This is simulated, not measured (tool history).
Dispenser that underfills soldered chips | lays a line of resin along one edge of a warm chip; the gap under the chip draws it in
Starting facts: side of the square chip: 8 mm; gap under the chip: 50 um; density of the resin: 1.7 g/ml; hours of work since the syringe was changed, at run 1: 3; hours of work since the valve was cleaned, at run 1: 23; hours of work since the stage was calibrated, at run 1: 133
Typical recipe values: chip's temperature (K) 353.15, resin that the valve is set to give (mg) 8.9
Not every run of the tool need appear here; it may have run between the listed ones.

run   hour  chip's temperature (K)  resin that the valve is set to give (mg)  hours of work since the syringe was changed  hours of work since the valve was cleaned  hours of work since the stage was calibrated  time until the resin shows at the far edge (s)  resin that the valve gave (mg)
  1      0                  353.15                                       8.9                                            3                                         23                                           133                                            43.3                             8.8
       3.9  -- new syringe of resin
      12.2  -- new syringe of resin
  2   14.7                  353.15                                       8.9                                            2                                         34                                           143                                            44.1                            8.77
      19.8  -- new syringe of resin
  3   23.7                  353.15                                       8.9                                            3                                         40                                           149                                            44.5                            8.76
        28  -- new syringe of resin
      35.6  -- new syringe of resin
  4   36.8                  353.15                                       8.9                                            1                                         49                                           158                                            41.8                            8.71
      43.4  -- new syringe of resin
  5   50.1                  353.15                                       8.9                                            5                                         58                                           168                                              47                            8.68
      51.2  -- new syringe of resin
  6   57.7                  353.15                                       8.9                                            5                                         64                                           173                                            48.5                            8.64
      58.6  -- new syringe of resin
      66.7  -- new syringe of resin
  7   67.8                  353.15                                       8.9                                            1                                         70                                           180                                            42.7                            8.65
      74.1  -- new syringe of resin
  8   74.1                  353.15                                       8.9                                            0                                         75                                           184                                            40.8                            8.59
      77.5  -- dispensing valve cleaned and set on the balance
      83.4  -- new syringe of resin
  9   87.7                  353.15                                       8.9                                            3                                          7                                           193                                            45.6                            8.85
      91.2  -- new syringe of resin
 10   96.1                  353.15                                       8.9                                            4                                         13                                           199                                              47                            8.82
      98.7  -- new syringe of resin
     106.3  -- new syringe of resin
 11  109.3                  353.15                                       8.9                                            2                                         22                                           208                                            45.2                             8.8
       114  -- new syringe of resin
 12  118.9                  353.15                                       8.9                                            4                                         29                                           215                                            47.4                            8.76
       122  -- new syringe of resin
 13  127.4                  353.15                                       8.9                                            4                                         35                                           221                                            47.7                            8.75
     129.9  -- new syringe of resin
     137.6  -- new syringe of resin
 14  137.6                  353.15                                       8.9                                            0                                         42                                           228                                            40.7                            8.73
     146.1  -- new syringe of resin
 15  151.3                  353.15                                       8.9                                            4                                         51                                           237                                            47.6                            8.64
     153.7  -- new syringe of resin
     161.5  -- new syringe of resin
 16  162.5                  353.15                                       8.9                                            1                                         59                                           245                                            42.7                            8.65
     169.3  -- new syringe of resin
 17  172.5                  343.15                                     11.16                                            2                                         66                                           252                                            62.7                            10.8
     176.8  -- new syringe of resin
     184.7  -- new syringe of resin
 18  186.2                  343.15                                     11.16                                            1                                         76                                           262                                            61.2                           10.76
     188.6  -- dispensing valve cleaned and set on the balance
     193.2  -- new syringe of resin
 19  197.4                  357.15                                     11.35                                            3                                          6                                           269                                              41                           11.32
     200.9  -- new syringe of resin
 20  207.7                  357.15                                     11.35                                            5                                         13                                           276                                            44.5                           11.32
     209.4  -- new syringe of resin
     217.6  -- new syringe of resin
 21    220                  354.15                                      9.63                                            2                                         22                                           284                                            43.6                            9.55
       226  -- new syringe of resin
 22  228.2                  360.15                                     11.53                                            2                                         28                                           290                                            34.8                           11.41
     234.2  -- new syringe of resin
 23  239.7                  363.15                                      7.94                                            4                                         36                                           298                                            36.6                            7.83
     242.3  -- new syringe of resin
       250  -- new syringe of resin
 24  251.3                  363.15                                      7.94                                            1                                         44                                           306                                            32.5                             7.8
     257.9  -- new syringe of resin
 25  258.8                  365.15                                      9.11                                            1                                         49                                           311                                            29.2                            8.94
     265.7  -- new syringe of resin
 26  267.8                  357.15                                     11.13                                            2                                         55                                           318                                            39.2                            10.9
     274.1  -- new syringe of resin
 27  279.7                  364.15                                       8.9                                            4                                         63                                           326                                            33.9                            8.65
     281.9  -- new syringe of resin
     289.7  -- new syringe of resin
 28  291.6                  364.15                                       8.9                                            1                                         72                                           334                                            32.3                            8.65
     297.8  -- new syringe of resin
     299.8  -- dispensing valve cleaned and set on the balance
 29  304.9                  364.15                                       8.9                                            4                                          4                                           343                                            35.2                            8.88
     306.4  -- new syringe of resin
     314.2  -- new syringe of resin
 30  317.8                  364.15                                       8.9                                            3                                         13                                           352                                            33.1                            8.84
     322.3  -- new syringe of resin
 31  329.2                  341.15                                     11.08                                            5                                         21                                           360                                            76.1                           10.97
     330.7  -- new syringe of resin
 32  337.6                  341.15                                     11.08                                            5                                         26                                           366                                            77.5                           10.96

Some steps in time until the resin shows at the far edge (s) between neighbouring runs. How much of each would the tool show without its hidden state too (settings, what came in, random variation), and how much is left for the hidden state, with any gauge scatter that isn't in both results?
What the log doesn't record here: resin's viscosity, % of fresh resin's; dose that the valve gives, % of what is set; true chip temperature over the reading, C; drift of the gauge itself on fill_s, %; drift of the gauge itself on given_mg, %.
Run 13 -> 14: new syringe of resin, new syringe of resin. time until the resin shows at the far edge (s) -7: hidden state -7.6, all else +0.6.
Run 14 -> 15: new syringe of resin. time until the resin shows at the far edge (s) +6.9: hidden state +7.7, all else -0.8.
Run 16 -> 17: chip's temperature (K) 353.15 -> 343.15, resin that the valve is set to give (mg) 8.9 -> 11.16, new syringe of resin. time until the resin shows at the far edge (s) +20: hidden state +5.3, all else +14.7.
Run 18 -> 19: chip's temperature (K) 343.15 -> 357.15, resin that the valve is set to give (mg) 11.16 -> 11.35, dispensing valve cleaned and set on the balance, new syringe of resin. time until the resin shows at the far edge (s) -20.2: hidden state +0.7, all else -20.9.
Run 30 -> 31: chip's temperature (K) 364.15 -> 341.15, resin that the valve is set to give (mg) 8.9 -> 11.08, new syringe of resin. time until the resin shows at the far edge (s) +43: hidden state +14.5, all else +28.5.

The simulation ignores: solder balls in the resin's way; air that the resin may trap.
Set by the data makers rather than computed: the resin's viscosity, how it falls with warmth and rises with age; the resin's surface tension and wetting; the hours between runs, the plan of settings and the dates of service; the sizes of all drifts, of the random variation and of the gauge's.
